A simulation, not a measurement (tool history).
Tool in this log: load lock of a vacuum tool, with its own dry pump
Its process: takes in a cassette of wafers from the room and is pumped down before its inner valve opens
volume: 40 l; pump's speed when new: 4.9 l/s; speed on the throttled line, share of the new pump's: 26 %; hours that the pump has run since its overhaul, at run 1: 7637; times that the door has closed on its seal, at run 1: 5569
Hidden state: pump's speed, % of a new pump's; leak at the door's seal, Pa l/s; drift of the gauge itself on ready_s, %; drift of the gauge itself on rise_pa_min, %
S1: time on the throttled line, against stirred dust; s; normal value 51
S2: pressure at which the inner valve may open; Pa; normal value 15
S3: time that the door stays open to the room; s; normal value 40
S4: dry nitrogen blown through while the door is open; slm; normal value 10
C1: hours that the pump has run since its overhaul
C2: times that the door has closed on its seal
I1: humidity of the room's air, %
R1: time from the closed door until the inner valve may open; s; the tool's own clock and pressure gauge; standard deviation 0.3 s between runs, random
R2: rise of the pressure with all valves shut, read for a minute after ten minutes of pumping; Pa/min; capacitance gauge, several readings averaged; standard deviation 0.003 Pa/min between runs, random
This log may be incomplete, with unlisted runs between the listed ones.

run 1 hour=0.0 | S1=51 S2=15 S3=40 S4=10 | C1=7637 C2=5569 | I1=44.3 | R1=112.6 R2=0.076
run 2 hour=222.7 | S1=51 S2=27 S3=40 S4=10 | C1=7860 C2=5979 | I1=45.7 | R1=106.8 R2=0.079
run 3 hour=386.5 | S1=51 S2=27 S3=40 S4=10 | C1=8023 C2=6280 | I1=46.3 | R1=106.9 R2=0.078
run 4 hour=530.0 | S1=51 S2=27 S3=40 S4=10 | C1=8167 C2=6545 | I1=48.0 | R1=107.3 R2=0.078
run 5 hour=699.4 | S1=51 S2=27 S3=40 S4=10 | C1=8336 C2=6857 | I1=46.1 | R1=107.5 R2=0.087
run 6 hour=833.3 | S1=51 S2=27 S3=40 S4=10 | C1=8470 C2=7103 | I1=46.7 | R1=107.5 R2=0.090
run 7 hour=1068.8 | S1=51 S2=15 S3=40 S4=10 | C1=8706 C2=7537 | I1=47.0 | R1=112.1 R2=0.088
run 8 hour=1285.8 | S1=51 S2=15 S3=40 S4=10 | C1=8923 C2=7937 | I1=46.5 | R1=112.6 R2=0.093
run 9 hour=1518.1 | S1=51 S2=15 S3=40 S4=10 | C1=9155 C2=8364 | I1=46.0 | R1=112.8 R2=0.095
run 10 hour=1650.7 | S1=54 S2=15 S3=40 S4=10 | C1=9288 C2=8609 | I1=46.3 | R1=114.7 R2=0.099
run 11 hour=1748.7 | S1=51 S2=11 S3=40 S4=10 | C1=9386 C2=8789 | I1=44.2 | R1=115.7 R2=0.103
run 12 hour=1849.0 | S1=51 S2=11 S3=40 S4=5 | C1=9486 C2=8974 | I1=48.5 | R1=115.3 R2=0.110
run 13 hour=1964.2 | S1=51 S2=11 S3=40 S4=5 | C1=9601 C2=9186 | I1=42.2 | R1=114.9 R2=0.109
run 14 hour=2143.1 | S1=51 S2=15 S3=40 S4=10 | C1=9780 C2=9515 | I1=44.6 | R1=112.7 R2=0.106
run 15 hour=2306.8 | S1=51 S2=15 S3=40 S4=41 | C1=9944 C2=9817 | I1=44.3 | R1=112.8 R2=0.104
run 16 hour=2437.4 | S1=51 S2=15 S3=40 S4=41 | C1=10074 C2=10057 | I1=45.7 | R1=112.8 R2=0.099
run 17 hour=2558.0 | S1=36 S2=15 S3=40 S4=41 | C1=10195 C2=10279 | I1=45.7 | R1=102.0 R2=0.105
run 18 hour=2692.3 | S1=36 S2=15 S3=40 S4=41 | C1=10329 C2=10527 | I1=46.5 | R1=101.7 R2=0.108
run 19 hour=2802.3 | S1=36 S2=15 S3=40 S4=41 | C1=10439 C2=10729 | I1=43.2 | R1=102.3 R2=0.105
run 20 hour=2935.6 | S1=51 S2=15 S3=150 S4=22 | C1=10572 C2=10975 | I1=40.1 | R1=112.9 R2=0.124
run 21 hour=3034.4 | S1=92 S2=15 S3=60 S4=10 | C1=10671 C2=11157 | I1=44.4 | R1=142.6 R2=0.131
run 22 hour=3273.5 | S1=92 S2=15 S3=60 S4=10 | C1=10910 C2=11597 | I1=44.9 | R1=142.4 R2=0.141
run 23 hour=3441.9 | S1=96 S2=15 S3=53 S4=41 | C1=11079 C2=11907 | I1=44.9 | R1=145.3 R2=0.126
run 24 hour=3627.8 | S1=51 S2=15 S3=235 S4=10 | C1=11265 C2=12249 | I1=48.1 | R1=113.3 R2=0.169
run 25 hour=3751.1 | S1=51 S2=27 S3=40 S4=10 | C1=11388 C2=12476 | I1=47.3 | R1=107.6 R2=0.152
run 26 hour=3970.7 | S1=51 S2=27 S3=40 S4=10 | C1=11608 C2=12881 | I1=46.5 | R1=108.3 R2=0.149
run 27 hour=4152.6 | S1=51 S2=27 S3=40 S4=10 | C1=11790 C2=13216 | I1=43.4 | R1=108.0 R2=0.151
run 28 hour=4300.5 | S1=51 S2=27 S3=175 S4=10 | C1=11937 C2=13488 | I1=43.2 | R1=108.3 R2=0.174
run 29 hour=4420.4 | S1=51 S2=27 S3=175 S4=10 | C1=12057 C2=13709 | I1=42.9 | R1=108.4 R2=0.182
run 30 hour=4574.7 | S1=65 S2=15 S3=40 S4=10 | C1=12212 C2=13993 | I1=47.3 | R1=123.7 R2=0.164
run 31 hour=4702.3 | S1=65 S2=15 S3=40 S4=10 | C1=12339 C2=14228 | I1=47.6 | R1=123.6 R2=0.169
run 32 hour=4922.4 | S1=65 S2=15 S3=40 S4=10 | C1=12559 C2=14633 | I1=46.4 | R1=123.7 R2=0.172

Table of differences, measured result less the result of that run with no hidden state. Run-to-run variation is the same in both. Gauge scatter possibly is not:
run=1 R1=+2.0 R2=+0.034
run=2 R1=+2.0 R2=+0.037
run=3 R1=+2.0 R2=+0.039
run=4 R1=+2.1 R2=+0.042
run=5 R1=+2.2 R2=+0.043
run=6 R1=+2.1 R2=+0.046
run=7 R1=+2.4 R2=+0.051
run=8 R1=+2.5 R2=+0.054
run=9 R1=+2.6 R2=+0.057
run=10 R1=+2.5 R2=+0.060
run=11 R1=+2.7 R2=+0.064
run=12 R1=+2.7 R2=+0.065
run=13 R1=+2.7 R2=+0.068
run=14 R1=+2.7 R2=+0.069
run=15 R1=+2.8 R2=+0.075
run=16 R1=+2.8 R2=+0.076
run=17 R1=+3.0 R2=+0.079
run=18 R1=+3.1 R2=+0.083
run=19 R1=+3.1 R2=+0.085
run=20 R1=+3.0 R2=+0.087
run=21 R1=+2.4 R2=+0.090
run=22 R1=+2.5 R2=+0.095
run=23 R1=+2.5 R2=+0.096
run=24 R1=+3.2 R2=+0.103
run=25 R1=+3.0 R2=+0.105
run=26 R1=+3.0 R2=+0.111
run=27 R1=+3.1 R2=+0.116
run=28 R1=+3.1 R2=+0.119
run=29 R1=+3.1 R2=+0.122
run=30 R1=+3.2 R2=+0.124
run=31 R1=+3.3 R2=+0.129
run=32 R1=+3.3 R2=+0.131

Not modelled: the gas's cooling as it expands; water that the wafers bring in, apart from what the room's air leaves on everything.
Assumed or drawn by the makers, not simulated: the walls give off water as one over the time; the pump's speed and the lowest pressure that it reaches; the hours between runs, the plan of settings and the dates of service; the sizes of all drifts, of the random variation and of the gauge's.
